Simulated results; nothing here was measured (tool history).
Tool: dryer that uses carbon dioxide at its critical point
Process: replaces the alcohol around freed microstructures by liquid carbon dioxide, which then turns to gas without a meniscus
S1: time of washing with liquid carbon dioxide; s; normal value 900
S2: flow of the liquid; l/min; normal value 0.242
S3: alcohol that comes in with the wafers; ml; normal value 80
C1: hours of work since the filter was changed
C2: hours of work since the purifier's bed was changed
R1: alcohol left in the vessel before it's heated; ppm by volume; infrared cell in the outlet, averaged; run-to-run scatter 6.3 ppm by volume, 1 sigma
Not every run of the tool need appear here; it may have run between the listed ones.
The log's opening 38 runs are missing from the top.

run 39 hour=1735 | S1=840 S2=0.255 S3=109 | C1=176 C2=265 | R1=612
run 40 hour=1771 | S1=840 S2=0.255 S3=109 | C1=190 C2=279 | R1=641
run 41 hour=1822.3 | S1=600 S2=0.147 S3=53 | C1=210 C2=298 | R1=8622
run 42 hour=1850.3 | S1=1080 S2=0.367 S3=80 | C1=220 C2=309 | R1=80
run 43 hour=1916.7 | S1=900 S2=0.347 S3=80 | C1=246 C2=334 | R1=120
run 44 hour=1959.7 | S1=900 S2=0.286 S3=65 | C1=262 C2=350 | R1=201
-- hour=2001.2 inlet filter changed
run 45 hour=2015.3 | S1=720 S2=0.242 S3=20 | C1=5 C2=371 | R1=312
run 46 hour=2053.8 | S1=720 S2=0.242 S3=20 | C1=20 C2=386 | R1=337

What if the next run were any one of these 5? Each begins from the tool's condition after run 46:
run A hour=2084.5 | S1=900 S2=0.242 S3=72 | C1=32 C2=398 | R1=?
run B hour=2084.5 | S1=900 S2=0.228 S3=80 | C1=32 C2=398 | R1=?
run C hour=2084.5 | S1=1320 S2=0.213 S3=113 | C1=32 C2=398 | R1=?
run D hour=2084.5 | S1=900 S2=0.254 S3=80 | C1=32 C2=398 | R1=?
run E hour=2084.5 | S1=840 S2=0.28 S3=27 | C1=32 C2=398 | R1=?

run=A R1=339
run=B R1=463
run=C R1=143
run=D R1=304
run=E R1=161
What these runs would have given with no unlogged condition in the tool:
run=A R1=231
run=B R1=348
run=C R1=49
run=D R1=197
run=E R1=66
